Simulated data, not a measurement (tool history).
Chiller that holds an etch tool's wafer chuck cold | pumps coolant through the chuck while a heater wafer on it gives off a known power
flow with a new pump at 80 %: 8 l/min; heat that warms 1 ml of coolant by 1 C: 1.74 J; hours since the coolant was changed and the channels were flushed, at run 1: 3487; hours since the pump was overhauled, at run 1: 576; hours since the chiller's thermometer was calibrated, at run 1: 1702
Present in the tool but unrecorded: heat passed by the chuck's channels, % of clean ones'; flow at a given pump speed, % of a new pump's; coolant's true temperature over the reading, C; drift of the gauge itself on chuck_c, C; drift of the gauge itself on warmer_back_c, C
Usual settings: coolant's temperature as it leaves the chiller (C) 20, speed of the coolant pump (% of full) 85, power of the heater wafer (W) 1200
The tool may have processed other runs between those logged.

run     day  coolant's temperature as it leaves the chiller (C)  speed of the coolant pump (% of full)  power of the heater wafer (W)  hours since the coolant was changed and the channels were flushed  hours since the pump was overhauled  hours since the chiller's thermometer was calibrated  chuck's temperature once it has settled (C)  how much warmer the coolant comes back (C)
  1   0.000                                                  20                                     85                           1200                                                               3487                                  576                                                  1702                                         32.0                                        4.92
  2   1.417                                                  20                                     85                           1200                                                               3521                                  610                                                  1736                                         32.1                                        4.91
  3   2.608                                                  20                                     85                           1200                                                               3549                                  639                                                  1765                                         32.0                                        4.92
  4   3.967                                                  20                                     85                           1200                                                               3582                                  671                                                  1797                                         32.0                                        4.87
  5   5.033                                                  17                                     85                           1200                                                               3608                                  697                                                  1823                                         29.1                                        4.91
  6   5.983                                                  20                                     85                           1200                                                               3630                                  719                                                  1846                                         32.2                                        4.91
  7   7.496                                                  20                                     94                           1200                                                               3667                                  756                                                  1882                                         31.3                                        4.43
  8   9.096                                                  20                                     94                           1200                                                               3705                                  794                                                  1921                                         31.3                                        4.39
  9   9.771                                                  20                                     85                           1200                                                               3721                                  810                                                  1937                                         32.1                                        4.94
 10  10.562                                                  20                                     85                           1200                                                               3740                                  829                                                  1956                                         32.2                                        4.88
 11  11.412                                                  20                                     85                           1200                                                               3761                                  850                                                  1976                                         32.2                                        4.87
 12  13.054                                                  20                                     85                           1200                                                               3800                                  889                                                  2016                                         32.3                                        4.87
     13.412  -- coolant pump overhauled
 13  14.392                                                  20                                     85                           1200                                                               3827                                   24                                                  2043                                         32.3                                        4.90
 14  15.667                                                  20                                     85                           1685                                                               3858                                   54                                                  2073                                         37.2                                        6.84
 15  16.888                                                  20                                     85                           1685                                                               3887                                   83                                                  2103                                         37.0                                        6.89
 16  17.925                                                  20                                     85                           1685                                                               3912                                  108                                                  2127                                         36.9                                        6.84
 17  19.196                                                  15                                     85                           1200                                                               3942                                  139                                                  2158                                         27.3                                        4.95
 18  20.133                                                  15                                     85                           1200                                                               3965                                  161                                                  2180                                         27.3                                        4.86
 19  21.688                                                  15                                     85                           1200                                                               4002                                  199                                                  2218                                         27.2                                        4.93
     22.229  -- coolant pump overhauled, once more
 20  23.108                                                  11                                     64                           1179                                                               4031                                   21                                                  2247                                         25.6                                        6.34
 21  24.212                                                  11                                     64                           1179                                                               4058                                   48                                                  2273                                         25.5                                        6.34
 22  25.362                                                  11                                     64                           1179                                                               4086                                   75                                                  2301                                         25.5                                        6.39
 23  26.954                                                  20                                     95                           1072                                                               4124                                  113                                                  2339                                         30.1                                        3.90
 24  28.217                                                  20                                     95                           1072                                                               4154                                  144                                                  2369                                         30.1                                        3.88
 25  29.767                                                  20                                     95                           1122                                                               4191                                  181                                                  2407                                         30.8                                        4.05
 26  31.238                                                  20                                     63                            685                                                               4226                                  216                                                  2442                                         28.9                                        3.75
 27  32.075                                                  20                                     85                           1683                                                               4247                                  236                                                  2462                                         36.9                                        6.83
 28  33.138                                                  20                                     85                           1683                                                               4272                                  262                                                  2488                                         37.0                                        6.87
 29  34.392                                                  20                                     85                           1683                                                               4302                                  292                                                  2518                                         36.9                                        6.78
 30  35.671                                                  15                                     85                           1308                                                               4333                                  323                                                  2548                                         28.3                                        5.37
 31  37.179                                                  15                                     85                           1308                                                               4369                                  359                                                  2585                                         28.4                                        5.31
 32  38.646                                                  15                                     85                           1308                                                               4404                                  394                                                  2620                                         28.2                                        5.26

For each entry between runs, how does the tool's hidden state at the last listed run before it compare with that at the first listed run after it?
After run 12, before run 13: coolant pump overhauled (day 13.412)
  flow at a given pump speed, % of a new pump's: 99.3 -> 99
  the result without the hidden state subtracted from the measured one, chuck's temperature once it has settled (C): +1.1 -> +1.1; how much warmer the coolant comes back (C): +0.03 -> +0.05
After run 19, before run 20: coolant pump overhauled, once more (day 22.229)
  heat passed by the chuck's channels, % of clean ones': 91.6 -> 91.5; flow at a given pump speed, % of a new pump's: 98.8 -> 100; coolant's true temperature over the reading, C: 0.31 -> 0.32
  the result without the hidden state subtracted from the measured one, chuck's temperature once it has settled (C): +1.2 -> +1.2; how much warmer the coolant comes back (C): +0.06 -> -0.01
